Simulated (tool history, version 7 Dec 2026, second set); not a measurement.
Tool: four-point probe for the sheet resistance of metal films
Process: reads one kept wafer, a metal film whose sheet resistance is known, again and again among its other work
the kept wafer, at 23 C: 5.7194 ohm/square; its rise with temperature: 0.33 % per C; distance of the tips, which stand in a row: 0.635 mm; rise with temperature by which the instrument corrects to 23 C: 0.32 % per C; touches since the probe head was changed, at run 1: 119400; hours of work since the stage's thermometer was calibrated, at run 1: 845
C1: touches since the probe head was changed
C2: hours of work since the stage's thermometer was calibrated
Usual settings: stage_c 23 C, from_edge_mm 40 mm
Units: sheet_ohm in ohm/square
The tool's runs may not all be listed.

run 1 day=0.000 | stage_c=23 from_edge_mm=40 | C1=119400 C2=845 | sheet_ohm=5.683579
run 2 day=2.179 | stage_c=23 from_edge_mm=40 | C1=121176 C2=873 | sheet_ohm=5.682130
run 3 day=6.371 | stage_c=33 from_edge_mm=40 | C1=124586 C2=928 | sheet_ohm=5.692188
run 4 day=9.342 | stage_c=33 from_edge_mm=40 | C1=127006 C2=967 | sheet_ohm=5.692800
run 5 day=11.892 | stage_c=23 from_edge_mm=40 | C1=129079 C2=1000 | sheet_ohm=5.680467
run 6 day=15.271 | stage_c=23 from_edge_mm=40 | C1=131830 C2=1045 | sheet_ohm=5.683639
run 7 day=18.688 | stage_c=23 from_edge_mm=40 | C1=134613 C2=1089 | sheet_ohm=5.681672
run 8 day=21.729 | stage_c=35 from_edge_mm=40 | C1=137088 C2=1129 | sheet_ohm=5.691251
run 9 day=25.942 | stage_c=32 from_edge_mm=40 | C1=140516 C2=1184 | sheet_ohm=5.689712
run 10 day=28.383 | stage_c=32 from_edge_mm=40 | C1=142505 C2=1216 | sheet_ohm=5.689850
run 11 day=32.146 | stage_c=23 from_edge_mm=40 | C1=145567 C2=1265 | sheet_ohm=5.682890
run 12 day=36.462 | stage_c=23 from_edge_mm=40 | C1=149080 C2=1322 | sheet_ohm=5.682491
run 13 day=40.221 | stage_c=23 from_edge_mm=40 | C1=152139 C2=1371 | sheet_ohm=5.681597
-- day=41.758 stage's thermometer calibrated
run 14 day=43.733 | stage_c=23 from_edge_mm=40 | C1=154983 C2=26 | sheet_ohm=5.676888
run 15 day=46.958 | stage_c=23 from_edge_mm=21 | C1=157607 C2=68 | sheet_ohm=5.680601
run 16 day=48.912 | stage_c=23 from_edge_mm=21 | C1=159197 C2=94 | sheet_ohm=5.677449
run 17 day=51.075 | stage_c=23 from_edge_mm=40 | C1=160957 C2=122 | sheet_ohm=5.675978
run 18 day=53.896 | stage_c=23 from_edge_mm=40 | C1=163256 C2=159 | sheet_ohm=5.677193
run 19 day=57.404 | stage_c=23 from_edge_mm=40 | C1=166112 C2=205 | sheet_ohm=5.676818
run 20 day=59.350 | stage_c=23 from_edge_mm=8 | C1=167696 C2=230 | sheet_ohm=5.694924
run 21 day=61.400 | stage_c=23 from_edge_mm=40 | C1=169363 C2=257 | sheet_ohm=5.675857
run 22 day=63.400 | stage_c=23 from_edge_mm=40 | C1=170991 C2=283 | sheet_ohm=5.674322
run 23 day=65.962 | stage_c=23 from_edge_mm=40 | C1=173077 C2=317 | sheet_ohm=5.677961
run 24 day=69.592 | stage_c=29 from_edge_mm=61 | C1=176030 C2=364 | sheet_ohm=5.680694
run 25 day=73.346 | stage_c=19 from_edge_mm=18 | C1=179087 C2=413 | sheet_ohm=5.675452
run 26 day=75.350 | stage_c=29 from_edge_mm=40 | C1=180718 C2=440 | sheet_ohm=5.679872
run 27 day=79.646 | stage_c=24 from_edge_mm=4 | C1=184214 C2=496 | sheet_ohm=5.751014
run 28 day=82.271 | stage_c=24 from_edge_mm=4 | C1=186352 C2=530 | sheet_ohm=5.753131
run 29 day=86.421 | stage_c=30 from_edge_mm=19 | C1=189732 C2=584 | sheet_ohm=5.683822
run 30 day=88.692 | stage_c=30 from_edge_mm=16 | C1=191580 C2=614 | sheet_ohm=5.683844
run 31 day=90.938 | stage_c=30 from_edge_mm=7 | C1=193406 C2=644 | sheet_ohm=5.705072
run 32 day=94.854 | stage_c=30 from_edge_mm=7 | C1=196593 C2=695 | sheet_ohm=5.704197
-- day=96.425 new probe head fitted
run 33 day=99.421 | stage_c=23 from_edge_mm=7 | C1=2438 C2=754 | sheet_ohm=5.745627
run 34 day=101.579 | stage_c=19 from_edge_mm=57 | C1=4195 C2=782 | sheet_ohm=5.716504
run 35 day=103.512 | stage_c=23 from_edge_mm=19 | C1=5770 C2=808 | sheet_ohm=5.721337
run 36 day=107.700 | stage_c=23 from_edge_mm=19 | C1=9178 C2=862 | sheet_ohm=5.721647
run 37 day=111.333 | stage_c=23 from_edge_mm=19 | C1=12136 C2=910 | sheet_ohm=5.720753
run 38 day=113.338 | stage_c=21 from_edge_mm=38 | C1=13767 C2=936 | sheet_ohm=5.717926
run 39 day=116.229 | stage_c=26 from_edge_mm=10 | C1=16122 C2=974 | sheet_ohm=5.733116
run 40 day=119.292 | stage_c=26 from_edge_mm=10 | C1=18613 C2=1014 | sheet_ohm=5.732423
run 41 day=121.371 | stage_c=30 from_edge_mm=10 | C1=20306 C2=1041 | sheet_ohm=5.737372
run 42 day=125.075 | stage_c=25 from_edge_mm=68 | C1=23322 C2=1090 | sheet_ohm=5.718722
run 43 day=129.475 | stage_c=18 from_edge_mm=66 | C1=26904 C2=1147 | sheet_ohm=5.713432
run 44 day=133.054 | stage_c=30 from_edge_mm=11 | C1=29817 C2=1194 | sheet_ohm=5.734736

Hidden state or all else? Some run-to-run changes of sheet_ohm, split into what the settings, what came in and random variation would give without the hidden state, and what is left for the hidden state (with any gauge scatter that isn't in both results):
The hidden state here: inner tips' distance over the nominal, %; tips' flats over new ones', %; wafer's true temperature over the reading, C; drift of the gauge itself on sheet_ohm, %.
Run 13 -> 14: stage's thermometer calibrated. sheet_ohm -0.004709 ohm/square: hidden state -0.004134, all else -0.000575.
Run 26 -> 27: stage_c 29 -> 24, from_edge_mm 40 -> 4. sheet_ohm +0.071142 ohm/square: hidden state -0.000742, all else +0.071884.
Run 28 -> 29: stage_c 24 -> 30, from_edge_mm 4 -> 19. sheet_ohm -0.069309 ohm/square: hidden state +0.000242, all else -0.069551.
Run 32 -> 33: stage_c 30 -> 23, new probe head fitted. sheet_ohm +0.041430 ohm/square: hidden state +0.046161, all else -0.004731.
